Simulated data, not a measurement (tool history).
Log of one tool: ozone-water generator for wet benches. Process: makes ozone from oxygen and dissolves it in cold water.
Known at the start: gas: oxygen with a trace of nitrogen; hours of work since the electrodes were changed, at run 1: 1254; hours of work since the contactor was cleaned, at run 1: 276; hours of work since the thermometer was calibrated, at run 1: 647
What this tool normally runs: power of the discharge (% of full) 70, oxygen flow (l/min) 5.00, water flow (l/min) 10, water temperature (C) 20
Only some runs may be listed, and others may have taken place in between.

run,hour,power of the discharge (% of full),oxygen flow (l/min),water flow (l/min),water temperature (C),hours of work since the electrodes were changed,hours of work since the contactor was cleaned,hours of work since the thermometer was calibrated,dissolved ozone (ppm),ozone in the gas ahead of the water (g/m3)
1,0.0,70,5.00,10,20,1254,276,647,28.7,202.7
2,91.2,70,5.00,10,20,1339,361,731,28.7,204.0
3,249.1,70,5.00,10,20,1486,507,878,28.7,203.0
4,369.8,70,6.93,10,20,1598,619,990,26.8,167.4
5,435.8,70,6.93,10,20,1659,680,1051,26.5,165.2
6,568.2,70,6.93,10,20,1782,803,1174,26.2,166.9
7,708.3,70,6.93,10,20,1912,933,1304,26.6,167.5
8,806.0,70,6.93,10,20,2002,1024,1395,26.5,168.7
9,955.6,70,5.00,10,20,2141,1163,1533,28.8,205.0
10,1118.4,70,5.00,10,20,2292,1314,1684,29.0,201.7
11,1256.4,70,5.00,10,20,2420,1442,1812,28.6,206.5
12,1416.0,70,5.00,10,20,2568,1590,1961,29.0,205.6
13,1512.1,78,5.00,10,20,2657,1679,2050,30.9,222.1
14,1641.3,78,5.00,10,20,2777,1799,2170,30.8,219.6
15,1780.5,78,5.00,10,20,2906,1928,2299,30.8,221.8
16,1919.1,78,5.00,10,20,3035,2057,2427,30.6,221.3
17,2055.5,78,5.00,10,20,3162,2183,2554,30.8,223.0
18,2158.3,78,5.00,10,20,3257,2278,2649,31.1,222.9
19,2227.7,60,4.30,10,13,3321,2343,2714,31.0,205.6
# hour 2321.7: gauge calibrated
20,2353.6,71,6.52,10,12,3438,2460,2830,32.2,172.4
21,2505.3,71,3.33,10,16,3579,2600,2971,33.2,261.3
22,2614.6,70,7.58,10,25,3680,2702,3073,22.9,157.3
23,2699.8,59,5.00,10,20,3759,2781,3152,25.8,180.8
24,2845.2,83,5.83,8,19,3894,2916,3287,35.4,208.9
25,2934.7,46,3.83,7,19,3977,2999,3370,29.3,183.5
26,3018.2,70,5.00,12,23,4055,3076,3447,24.4,202.5
27,3099.5,53,5.53,12,26,4130,3152,3523,19.1,160.5
28,3184.6,70,5.00,10,18,4209,3231,3601,29.8,204.7
29,3290.5,53,7.19,7,18,4307,3329,3700,26.9,139.6
30,3432.9,53,6.55,15,26,4440,3461,3832,16.2,146.1
31,3508.6,74,4.07,10,23,4510,3531,3902,29.5,237.5
32,3595.8,74,4.07,10,23,4591,3612,3983,29.3,238.4
33,3675.1,74,4.07,10,23,4664,3686,4057,29.5,239.3
34,3792.4,74,4.07,10,23,4773,3795,4165,29.4,240.9

3 options for the next run, each taken on its own from the tool as it stands now. Forecast them:
A,3943.0,78,3.44,13,20,4913,3934,4305,?,?
B,3943.0,55,5.00,10,20,4913,3934,4305,?,?
C,3943.0,45,4.07,13,22,4913,3934,4305,?,?

run,dissolved ozone (ppm),ozone in the gas ahead of the water (g/m3)
A,27.5,275.2
B,24.5,176.6
C,18.8,178.3
Stripped of hidden state, with their random variation kept, the same runs would have yielded:
run,dissolved ozone (ppm),ozone in the gas ahead of the water (g/m3)
A,27.6,270.6
B,24.6,173.6
C,18.8,175.1
